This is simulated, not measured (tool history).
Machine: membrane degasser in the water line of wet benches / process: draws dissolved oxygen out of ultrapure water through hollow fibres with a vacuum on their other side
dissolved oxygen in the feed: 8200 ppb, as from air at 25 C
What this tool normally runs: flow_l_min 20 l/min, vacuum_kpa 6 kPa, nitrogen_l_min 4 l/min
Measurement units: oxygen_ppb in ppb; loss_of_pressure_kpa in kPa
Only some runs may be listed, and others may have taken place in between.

| run | hour | flow_l_min | vacuum_kpa | nitrogen_l_min | oxygen_ppb | loss_of_pressure_kpa |
|---|---|---|---|---|---|---|
| 1 | 0 | 20 | 6 | 4 | 50.1 | 65.19 |
| 2 | 47.6 | 20 | 6 | 4 | 51.6 | 65.18 |
| 3 | 98.1 | 20 | 6 | 4 | 50.8 | 65.6 |
| 4 | 158.9 | 20 | 6 | 4 | 50.8 | 65.12 |
| 5 | 209 | 20 | 6 | 4 | 50.8 | 65.42 |
| 6 | 288.4 | 20 | 6 | 4 | 50.9 | 65.17 |
| 7 | 384.9 | 20 | 6 | 4 | 51.5 | 64.78 |
| 8 | 475 | 24 | 6.89 | 6.67 | 75.9 | 77.49 |
| 9 | 570.9 | 19 | 11.57 | 6.86 | 69.9 | 61.77 |
| 10 | 632.9 | 13 | 9.37 | 1.99 | 98.3 | 42.03 |
| 11 | 722 | 27 | 3.87 | 6.48 | 78.4 | 87.45 |
| 12 | 813.6 | 27 | 14.52 | 3.87 | 257.9 | 86.83 |
| 13 | 903.1 | 28 | 6 | 10.14 | 101.3 | 90.37 |

Not shown here: 1 entry made in the log between runs. Locate each between two listed runs and compare the hidden state at the listed run before it with the hidden state at the listed run after it:
Run 5 -> run 6: seals of the vacuum lines changed (hour 216.3)
  air that leaks in behind the membrane, l/min: 0.0027 -> 0.002; drift of the gauge itself on loss_of_pressure_kpa, %: -0.25 -> -0.34
  measured minus no-state result, loss_of_pressure_kpa: -0.16 -> -0.22 kPa
